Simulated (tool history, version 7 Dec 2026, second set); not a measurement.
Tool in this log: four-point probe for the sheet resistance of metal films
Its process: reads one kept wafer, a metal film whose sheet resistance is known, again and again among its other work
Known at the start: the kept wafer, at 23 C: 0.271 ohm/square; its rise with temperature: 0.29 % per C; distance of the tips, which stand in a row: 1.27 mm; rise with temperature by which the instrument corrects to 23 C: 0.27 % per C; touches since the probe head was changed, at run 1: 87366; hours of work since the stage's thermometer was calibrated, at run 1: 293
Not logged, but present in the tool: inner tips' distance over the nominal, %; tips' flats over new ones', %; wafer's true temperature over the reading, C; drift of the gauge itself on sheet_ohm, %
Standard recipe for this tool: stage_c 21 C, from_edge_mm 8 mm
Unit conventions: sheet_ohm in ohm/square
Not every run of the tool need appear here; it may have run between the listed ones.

run,hour,stage_c,from_edge_mm,touches since the probe head was changed,hours of work since the stage's thermometer was calibrated,sheet_ohm
1,0,21,8,87366,293,0.273345
2,9,21,34,87722,298,0.270089
3,17.9,21,34,88072,302,0.270001
4,31,21,8,88590,309,0.273402
5,46.6,21,52,89207,316,0.269809
6,54.8,21,52,89529,320,0.269858
7,67.6,23,8,90036,327,0.273529
8,77,23,8,90410,331,0.273426
9,87.6,21,8,90827,337,0.27338
10,95.7,30,8,91147,341,0.27374
11,103.4,27,8,91451,344,0.273576
12,114.8,27,8,91904,350,0.273521
13,130.1,27,15,92508,358,0.271064
14,138.3,27,15,92828,362,0.270962
15,149.8,28,7,93285,367,0.274677
16,160.4,28,7,93703,373,0.274655
17,168.6,26,11,94026,377,0.271828
18,180.6,26,9,94503,383,0.272754
19,195.4,24,4,95088,390,0.283657
# hour 196.9: stage's thermometer calibrated
20,208.4,24,4,95578,6,0.283721
21,221.5,21,16,96098,12,0.27061
# hour 225.5: stage's thermometer calibrated, once more
22,236,19,5,96652,5,0.278297
23,248.3,23,3,97136,11,0.292988
24,263.8,23,3,97748,19,0.293073
25,274.6,28,13,98178,24,0.27114
26,289.4,24,8,98759,32,0.273164
27,298.9,23,10,99138,36,0.27183

Below are 5 alternative next runs, each starting from the tool's condition after run 27. Predict each:
A,310.5,33,30,99595,42,?
B,310.5,19,46,99595,42,?
C,310.5,23,4,99595,42,?
D,310.5,23,7,99595,42,?
E,310.5,24,5,99595,42,?

run,sheet_ohm
A,0.270149
B,0.269381
C,0.283287
D,0.274218
E,0.278613
Had the tool no hidden state, the same runs would have come out as:
run,sheet_ohm
A,0.271668
B,0.270898
C,0.284875
D,0.275759
E,0.280177
